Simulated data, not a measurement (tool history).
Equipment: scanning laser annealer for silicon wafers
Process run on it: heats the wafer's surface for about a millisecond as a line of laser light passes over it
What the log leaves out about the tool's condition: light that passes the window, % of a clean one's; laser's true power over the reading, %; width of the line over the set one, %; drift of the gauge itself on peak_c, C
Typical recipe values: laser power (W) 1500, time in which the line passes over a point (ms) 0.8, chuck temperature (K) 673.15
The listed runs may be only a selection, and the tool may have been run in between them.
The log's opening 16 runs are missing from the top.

run,day,laser power (W),time in which the line passes over a point (ms),chuck temperature (K),hours of work since the window was cleaned,hours of work since the power meter was calibrated,hours of work since the optics were aligned,highest temperature of the surface (K)
17,35.246,1500,0.8,681.15,293,1912,919,1440.15
18,37.221,1500,0.8,681.15,321,1940,947,1437.15
19,38.667,1500,0.8,681.15,342,1961,968,1436.15
20,40.258,1500,0.8,673.15,365,1984,991,1426.15
21,41.846,1500,0.8,673.15,388,2007,1014,1427.15
22,44.475,1613,0.8,657.15,425,2045,1052,1479.15
23,47.288,1613,0.8,648.15,466,2085,1092,1469.15
24,49.283,1500,0.719,673.15,495,2114,1121,1376.15
25,51.488,1458,0.719,643.15,526,2146,1153,1323.15
# day 53.362: window over the wafer cleaned
26,53.7,1425,0.941,673.15,5,2176,1183,1459.15
27,56.104,1425,0.941,673.15,40,2211,1218,1457.15
28,57.996,1425,0.941,673.15,67,2238,1245,1462.15
29,60.554,1425,0.764,673.15,104,2275,1282,1369.15
30,63.325,1425,0.764,673.15,143,2315,1322,1367.15
31,65.496,1399,0.683,709.15,175,2346,1353,1347.15
32,67.292,1458,0.6,711.15,201,2372,1379,1331.15
33,69.796,1458,0.6,711.15,237,2408,1415,1334.15
34,72.829,1458,0.6,711.15,280,2452,1459,1326.15
35,74.15,1458,0.6,711.15,299,2471,1478,1330.15
# day 75.75: optics aligned, line set to its width
36,76.379,1416,0.609,673.15,328,2500,9,1279.15
37,79.329,1416,0.609,673.15,371,2542,52,1279.15
38,80.892,1421,0.604,674.15,393,2565,74,1281.15
39,83.483,1370,0.604,674.15,431,2602,111,1250.15
40,84.904,1370,0.604,674.15,451,2623,132,1253.15
41,86.312,1370,0.604,674.15,471,2643,152,1253.15

Forecast each of these 3 alternatives for the next run:
A,89.021,1500,0.637,673.15,510,2682,191,?
B,89.021,1640,0.89,673.15,510,2682,191,?
C,89.021,1500,0.8,700.15,510,2682,191,?

run,highest temperature of the surface (K)
A,1335.15
B,1563.15
C,1455.15
With the hidden condition removed and each run's random variation left untouched, the same runs would have given:
run,highest temperature of the surface (K)
A,1352.15
B,1585.15
C,1473.15
